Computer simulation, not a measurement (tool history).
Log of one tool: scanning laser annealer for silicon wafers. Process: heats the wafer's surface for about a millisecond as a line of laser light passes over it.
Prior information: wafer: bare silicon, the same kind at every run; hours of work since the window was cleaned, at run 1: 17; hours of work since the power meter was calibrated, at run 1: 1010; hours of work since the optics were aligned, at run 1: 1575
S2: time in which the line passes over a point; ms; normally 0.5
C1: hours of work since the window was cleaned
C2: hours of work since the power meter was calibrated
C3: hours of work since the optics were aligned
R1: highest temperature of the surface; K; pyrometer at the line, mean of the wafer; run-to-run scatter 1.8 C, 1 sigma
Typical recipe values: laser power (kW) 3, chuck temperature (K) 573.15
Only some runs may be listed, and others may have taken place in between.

run 1 day=0 | laser_power_(kW)=3 S2=0.5 chuck_temperature_(K)=573.15 | C1=17 C2=1010 C3=1575 | R1=1328.15
run 2 day=2.083 | laser_power_(kW)=3 S2=0.5 chuck_temperature_(K)=573.15 | C1=56 C2=1048 C3=1614 | R1=1322.15
run 3 day=3.792 | laser_power_(kW)=3 S2=0.5 chuck_temperature_(K)=573.15 | C1=88 C2=1080 C3=1645 | R1=1318.15
run 4 day=4.883 | laser_power_(kW)=3 S2=0.5 chuck_temperature_(K)=573.15 | C1=108 C2=1101 C3=1666 | R1=1316.15
run 5 day=6.183 | laser_power_(kW)=3 S2=0.5 chuck_temperature_(K)=573.15 | C1=132 C2=1125 C3=1690 | R1=1315.15
run 6 day=7.992 | laser_power_(kW)=3 S2=0.547 chuck_temperature_(K)=573.15 | C1=166 C2=1158 C3=1724 | R1=1344.15
run 7 day=10.204 | laser_power_(kW)=3 S2=0.547 chuck_temperature_(K)=573.15 | C1=207 C2=1200 C3=1765 | R1=1337.15
run 8 day=11.212 | laser_power_(kW)=3 S2=0.547 chuck_temperature_(K)=573.15 | C1=226 C2=1219 C3=1784 | R1=1332.15
run 9 day=12.296 | laser_power_(kW)=3 S2=0.562 chuck_temperature_(K)=573.15 | C1=246 C2=1239 C3=1804 | R1=1342.15
run 10 day=14.233 | laser_power_(kW)=3 S2=0.562 chuck_temperature_(K)=573.15 | C1=282 C2=1275 C3=1840 | R1=1339.15
run 11 day=15.85 | laser_power_(kW)=3 S2=0.464 chuck_temperature_(K)=573.15 | C1=312 C2=1305 C3=1870 | R1=1266.15
run 12 day=17.617 | laser_power_(kW)=3.143 S2=0.593 chuck_temperature_(K)=546.15 | C1=345 C2=1338 C3=1903 | R1=1369.15
-- day=18.308 optics aligned, line set to its width
run 13 day=19.271 | laser_power_(kW)=3 S2=0.5 chuck_temperature_(K)=572.15 | C1=372 C2=1365 C3=18 | R1=1294.15
run 14 day=20.371 | laser_power_(kW)=3 S2=0.529 chuck_temperature_(K)=572.15 | C1=393 C2=1385 C3=38 | R1=1315.15
run 15 day=22.633 | laser_power_(kW)=2.968 S2=0.352 chuck_temperature_(K)=554.15 | C1=435 C2=1427 C3=81 | R1=1147.15
-- day=23.475 window over the wafer cleaned
run 16 day=24.696 | laser_power_(kW)=3.028 S2=0.386 chuck_temperature_(K)=554.15 | C1=23 C2=1464 C3=117 | R1=1239.15
run 17 day=25.912 | laser_power_(kW)=3 S2=0.556 chuck_temperature_(K)=573.15 | C1=45 C2=1487 C3=140 | R1=1375.15
run 18 day=27.912 | laser_power_(kW)=3 S2=0.556 chuck_temperature_(K)=573.15 | C1=83 C2=1524 C3=177 | R1=1371.15
run 19 day=30.05 | laser_power_(kW)=2.89 S2=0.486 chuck_temperature_(K)=573.15 | C1=123 C2=1564 C3=217 | R1=1277.15
run 20 day=31.788 | laser_power_(kW)=3.03 S2=0.446 chuck_temperature_(K)=573.15 | C1=155 C2=1596 C3=250 | R1=1291.15
run 21 day=34.012 | laser_power_(kW)=3.03 S2=0.446 chuck_temperature_(K)=573.15 | C1=196 C2=1638 C3=291 | R1=1284.15

Here are 4 independent what-if runs from the current tool condition. What would each one return?
run A day=35.483 | laser_power_(kW)=3.03 S2=0.424 chuck_temperature_(K)=539.15 | C1=224 C2=1665 C3=318 | R1=?
run B day=35.483 | laser_power_(kW)=2.983 S2=0.5 chuck_temperature_(K)=594.15 | C1=224 C2=1665 C3=318 | R1=?
run C day=35.483 | laser_power_(kW)=2.955 S2=0.446 chuck_temperature_(K)=547.15 | C1=224 C2=1665 C3=318 | R1=?
run D day=35.483 | laser_power_(kW)=3.03 S2=0.386 chuck_temperature_(K)=535.15 | C1=224 C2=1665 C3=318 | R1=?

run=A R1=1228.15
run=B R1=1325.15
run=C R1=1233.15
run=D R1=1191.15
With no hidden state in the tool, these same runs would have given:
run=A R1=1260.15
run=B R1=1360.15
run=C R1=1265.15
run=D R1=1222.15
